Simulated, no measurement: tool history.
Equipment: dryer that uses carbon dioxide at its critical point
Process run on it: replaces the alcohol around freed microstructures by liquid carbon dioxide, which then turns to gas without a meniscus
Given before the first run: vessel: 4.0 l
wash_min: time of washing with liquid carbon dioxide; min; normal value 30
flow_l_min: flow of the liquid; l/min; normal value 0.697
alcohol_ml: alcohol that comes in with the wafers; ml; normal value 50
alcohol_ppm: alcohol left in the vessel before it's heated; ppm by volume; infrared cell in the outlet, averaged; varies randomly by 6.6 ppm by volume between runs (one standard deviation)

run	day	wash_min	flow_l_min	alcohol_ml	alcohol_ppm
1	0	30	0.697	50	355
2	0.717	30	0.697	50	359
3	1.254	23	0.697	50	767
4	1.704	30	0.697	50	371
5	2.158	30	0.697	50	356
6	2.821	30	0.697	50	348
7	3.275	30	0.697	50	355
8	4.067	30	0.697	50	375
9	4.842	30	0.697	74	518
10	5.288	30	0.697	74	509
11	6	30	0.697	74	525
12	6.542	35	0.697	50	234
13	7.192	35	0.697	50	242
14	7.9	35	0.697	50	246
15	8.254	24	0.697	77	1102
16	8.946	24	0.697	77	1086
17	9.5	34	0.833	50	153
18	9.912	30	0.451	93	2335
19	10.25	20	1.156	50	272
20	10.888	30	0.561	22	379
21	11.238	24	0.697	30	485
22	11.75	19	0.834	65	1041
23	12.121	19	0.965	49	572
24	12.817	42	0.882	50	95

Each row is a separate what-if for the run after 24, all from the same tool condition, not one after another. Results?
A	13.588	37	0.939	53	?
B	13.588	42	0.882	20	?
C	13.588	18	0.56	47	?
D	13.588	22	0.882	25	?
E	13.588	42	0.882	61	?

run	alcohol_ppm
A	107
B	90
C	2183
D	287
E	109
With no hidden state in the tool, these same runs would have given:
run	alcohol_ppm
A	23
B	10
C	1964
D	185
E	26
